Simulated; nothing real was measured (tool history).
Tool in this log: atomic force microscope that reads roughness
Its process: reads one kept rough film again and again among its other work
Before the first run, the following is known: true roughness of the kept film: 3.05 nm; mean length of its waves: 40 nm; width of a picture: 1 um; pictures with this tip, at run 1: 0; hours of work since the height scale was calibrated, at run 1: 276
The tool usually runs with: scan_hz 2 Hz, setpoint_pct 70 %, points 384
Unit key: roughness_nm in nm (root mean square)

run	hour	scan_hz	setpoint_pct	points	pictures with this tip	hours of work since the height scale was calibrated	roughness_nm
1	0	2	70	384	0	276	2.773
2	38.7	1.87	70	384	54	296	2.66
3	66.5	1.87	70	384	93	310	2.605
4	98.8	1.87	70	384	138	326	2.502
5	140.5	1.87	70	384	197	348	2.416
# hour 159.8: new tip fitted
6	188.6	2	70	948	40	372	2.702
7	235.4	2	70	948	106	396	2.59
8	288.1	2	70	948	179	423	2.452
# hour 320.6: new tip fitted
9	338.4	2	70	948	25	448	2.732
10	379.6	2	83	384	83	469	2.5
11	429.2	2	84	855	152	494	2.371
12	469.2	3.51	70	434	208	514	2.312
# hour 478.3: new tip fitted
13	498.7	0.97	74	348	28	529	2.736
14	532.2	2	58	461	75	546	2.659
15	581.6	2	58	461	144	571	2.51
16	620.6	2	59	498	199	591	2.423
# hour 638.9: new tip fitted
17	658.5	2	57	384	27	610	2.761
18	684.9	2	63	743	64	624	2.681
19	708.3	2	63	743	97	636	2.637
20	730	1.35	69	384	127	647	2.553

Below are 3 alternative next runs, each starting from the tool's condition after run 20. Predict each:
A	758.8	1.06	79	820	167	661	?
B	758.8	0.81	61	681	167	661	?
C	758.8	0.93	80	384	167	661	?

run	roughness_nm
A	2.483
B	2.534
C	2.473
With no hidden state in the tool, these same runs would have given:
run	roughness_nm
A	2.808
B	2.866
C	2.797
